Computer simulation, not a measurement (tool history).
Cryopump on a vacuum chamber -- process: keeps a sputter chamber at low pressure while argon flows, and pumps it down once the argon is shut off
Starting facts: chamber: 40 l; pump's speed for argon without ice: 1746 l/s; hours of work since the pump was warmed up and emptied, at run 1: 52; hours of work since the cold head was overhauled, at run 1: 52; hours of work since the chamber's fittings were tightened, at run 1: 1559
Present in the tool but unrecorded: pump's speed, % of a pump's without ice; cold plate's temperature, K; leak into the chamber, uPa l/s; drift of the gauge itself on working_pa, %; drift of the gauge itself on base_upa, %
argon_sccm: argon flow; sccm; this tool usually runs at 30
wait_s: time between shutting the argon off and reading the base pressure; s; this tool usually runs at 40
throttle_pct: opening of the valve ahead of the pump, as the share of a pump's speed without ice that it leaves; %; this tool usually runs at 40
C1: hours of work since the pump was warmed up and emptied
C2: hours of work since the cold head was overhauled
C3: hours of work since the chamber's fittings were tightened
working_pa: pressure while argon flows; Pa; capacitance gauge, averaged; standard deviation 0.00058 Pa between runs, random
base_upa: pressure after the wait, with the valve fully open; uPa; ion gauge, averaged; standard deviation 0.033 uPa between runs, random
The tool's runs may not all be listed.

{"run": 1, "hour": 0.0, "argon_sccm": 30, "wait_s": 40, "throttle_pct": 40, "C1": 52, "C2": 52, "C3": 1559, "working_pa": 0.0753, "base_upa": 2.34}
{"run": 2, "hour": 7.9, "argon_sccm": 30, "wait_s": 40, "throttle_pct": 40, "C1": 59, "C2": 59, "C3": 1566, "working_pa": 0.0736, "base_upa": 2.35}
{"run": 3, "hour": 26.7, "argon_sccm": 30, "wait_s": 40, "throttle_pct": 40, "C1": 75, "C2": 75, "C3": 1582, "working_pa": 0.0751, "base_upa": 2.39}
{"run": 4, "hour": 42.4, "argon_sccm": 17, "wait_s": 40, "throttle_pct": 40, "C1": 89, "C2": 89, "C3": 1595, "working_pa": 0.0426, "base_upa": 2.46}
{"run": 5, "hour": 56.6, "argon_sccm": 30, "wait_s": 40, "throttle_pct": 47, "C1": 101, "C2": 101, "C3": 1608, "working_pa": 0.0647, "base_upa": 2.37}
{"run": 6, "hour": 73.4, "argon_sccm": 30, "wait_s": 40, "throttle_pct": 47, "C1": 115, "C2": 115, "C3": 1622, "working_pa": 0.0646, "base_upa": 2.42}
{"run": 7, "hour": 87.5, "argon_sccm": 30, "wait_s": 40, "throttle_pct": 40, "C1": 127, "C2": 127, "C3": 1634, "working_pa": 0.0763, "base_upa": 2.42}
{"run": 8, "hour": 95.8, "argon_sccm": 30, "wait_s": 40, "throttle_pct": 40, "C1": 134, "C2": 134, "C3": 1641, "working_pa": 0.0766, "base_upa": 2.56}
{"run": 9, "hour": 111.2, "argon_sccm": 30, "wait_s": 40, "throttle_pct": 40, "C1": 148, "C2": 148, "C3": 1654, "working_pa": 0.0762, "base_upa": 2.46}
{"run": 10, "hour": 119.5, "argon_sccm": 30, "wait_s": 40, "throttle_pct": 40, "C1": 155, "C2": 155, "C3": 1662, "working_pa": 0.0766, "base_upa": 2.38}
{"run": 11, "hour": 135.8, "argon_sccm": 30, "wait_s": 198, "throttle_pct": 40, "C1": 169, "C2": 169, "C3": 1676, "working_pa": 0.0771, "base_upa": 1.25}
{"run": 12, "hour": 145.7, "argon_sccm": 32, "wait_s": 198, "throttle_pct": 40, "C1": 177, "C2": 177, "C3": 1684, "working_pa": 0.0827, "base_upa": 1.19}
{"run": 13, "hour": 155.0, "argon_sccm": 32, "wait_s": 198, "throttle_pct": 40, "C1": 185, "C2": 185, "C3": 1692, "working_pa": 0.083, "base_upa": 1.23}
{"run": 14, "hour": 165.6, "argon_sccm": 30, "wait_s": 36, "throttle_pct": 40, "C1": 194, "C2": 194, "C3": 1701, "working_pa": 0.078, "base_upa": 2.61}
{"run": 15, "hour": 183.3, "argon_sccm": 30, "wait_s": 43, "throttle_pct": 40, "C1": 210, "C2": 210, "C3": 1716, "working_pa": 0.0789, "base_upa": 2.41}
{"run": 16, "hour": 191.6, "argon_sccm": 30, "wait_s": 43, "throttle_pct": 40, "C1": 217, "C2": 217, "C3": 1723, "working_pa": 0.079, "base_upa": 2.41}
{"run": 17, "hour": 203.8, "argon_sccm": 55, "wait_s": 40, "throttle_pct": 40, "C1": 227, "C2": 227, "C3": 1734, "working_pa": 0.1446, "base_upa": 2.64}
{"run": 18, "hour": 220.2, "argon_sccm": 55, "wait_s": 40, "throttle_pct": 40, "C1": 241, "C2": 241, "C3": 1748, "working_pa": 0.1459, "base_upa": 2.6}
{"run": 19, "hour": 232.0, "argon_sccm": 30, "wait_s": 86, "throttle_pct": 20, "C1": 251, "C2": 251, "C3": 1758, "working_pa": 0.1534, "base_upa": 1.69}
{"run": 20, "hour": 248.1, "argon_sccm": 14, "wait_s": 82, "throttle_pct": 54, "C1": 265, "C2": 265, "C3": 1772, "working_pa": 0.0297, "base_upa": 1.78}
{"run": 21, "hour": 258.1, "argon_sccm": 14, "wait_s": 82, "throttle_pct": 54, "C1": 274, "C2": 274, "C3": 1781, "working_pa": 0.0293, "base_upa": 1.86}
{"run": 22, "hour": 272.7, "argon_sccm": 14, "wait_s": 82, "throttle_pct": 54, "C1": 286, "C2": 286, "C3": 1793, "working_pa": 0.0297, "base_upa": 1.89}
{"run": 23, "hour": 286.6, "argon_sccm": 18, "wait_s": 24, "throttle_pct": 40, "C1": 298, "C2": 298, "C3": 1805, "working_pa": 0.0501, "base_upa": 3.8}
{"run": 24, "hour": 304.4, "argon_sccm": 19, "wait_s": 40, "throttle_pct": 59, "C1": 313, "C2": 313, "C3": 1820, "working_pa": 0.0365, "base_upa": 2.66}
{"run": 25, "hour": 314.9, "argon_sccm": 30, "wait_s": 243, "throttle_pct": 17, "C1": 323, "C2": 323, "C3": 1829, "working_pa": 0.181, "base_upa": 1.39}
{"run": 26, "hour": 323.6, "argon_sccm": 30, "wait_s": 243, "throttle_pct": 17, "C1": 330, "C2": 330, "C3": 1837, "working_pa": 0.1798, "base_upa": 1.36}
{"run": 27, "hour": 334.6, "argon_sccm": 30, "wait_s": 243, "throttle_pct": 17, "C1": 339, "C2": 339, "C3": 1846, "working_pa": 0.1815, "base_upa": 1.4}
{"run": 28, "hour": 346.2, "argon_sccm": 30, "wait_s": 243, "throttle_pct": 17, "C1": 349, "C2": 349, "C3": 1856, "working_pa": 0.1805, "base_upa": 1.44}
{"run": 29, "hour": 363.0, "argon_sccm": 30, "wait_s": 243, "throttle_pct": 23, "C1": 364, "C2": 364, "C3": 1871, "working_pa": 0.1378, "base_upa": 1.44}
{"run": 30, "hour": 378.0, "argon_sccm": 33, "wait_s": 85, "throttle_pct": 15, "C1": 377, "C2": 377, "C3": 1883, "working_pa": 0.2259, "base_upa": 1.95}
{"run": 31, "hour": 397.0, "argon_sccm": 44, "wait_s": 85, "throttle_pct": 15, "C1": 393, "C2": 393, "C3": 1900, "working_pa": 0.303, "base_upa": 1.95}
{"run": 32, "hour": 416.0, "argon_sccm": 54, "wait_s": 33, "throttle_pct": 26, "C1": 409, "C2": 409, "C3": 1916, "working_pa": 0.2248, "base_upa": 3.23}
{"hour": 424.9, "done": "pump warmed up, emptied and cooled again"}
{"run": 33, "hour": 438.9, "argon_sccm": 54, "wait_s": 33, "throttle_pct": 26, "C1": 12, "C2": 425, "C3": 1931, "working_pa": 0.2027, "base_upa": 2.83}

Each row is a separate what-if for the run after 33, all from the same tool condition, not one after another. Results?
{"run": "A", "hour": 457.5, "argon_sccm": 45, "wait_s": 40, "throttle_pct": 40, "C1": 28, "C2": 441, "C3": 1947, "working_pa": "?", "base_upa": "?"}
{"run": "B", "hour": 457.5, "argon_sccm": 29, "wait_s": 282, "throttle_pct": 43, "C1": 28, "C2": 441, "C3": 1947, "working_pa": "?", "base_upa": "?"}
{"run": "C", "hour": 457.5, "argon_sccm": 32, "wait_s": 39, "throttle_pct": 55, "C1": 28, "C2": 441, "C3": 1947, "working_pa": "?", "base_upa": "?"}
{"run": "D", "hour": 457.5, "argon_sccm": 30, "wait_s": 40, "throttle_pct": 42, "C1": 28, "C2": 441, "C3": 1947, "working_pa": "?", "base_upa": "?"}

run=A working_pa=0.1106 base_upa=2.53
run=B working_pa=0.0669 base_upa=1.13
run=C working_pa=0.0571 base_upa=2.52
run=D working_pa=0.071 base_upa=2.47
The same runs, with their run-to-run variation unchanged, on a tool lacking any hidden condition would have given:
run=A working_pa=0.1092 base_upa=1.79
run=B working_pa=0.066 base_upa=0.41
run=C working_pa=0.0561 base_upa=1.79
run=D working_pa=0.07 base_upa=1.75
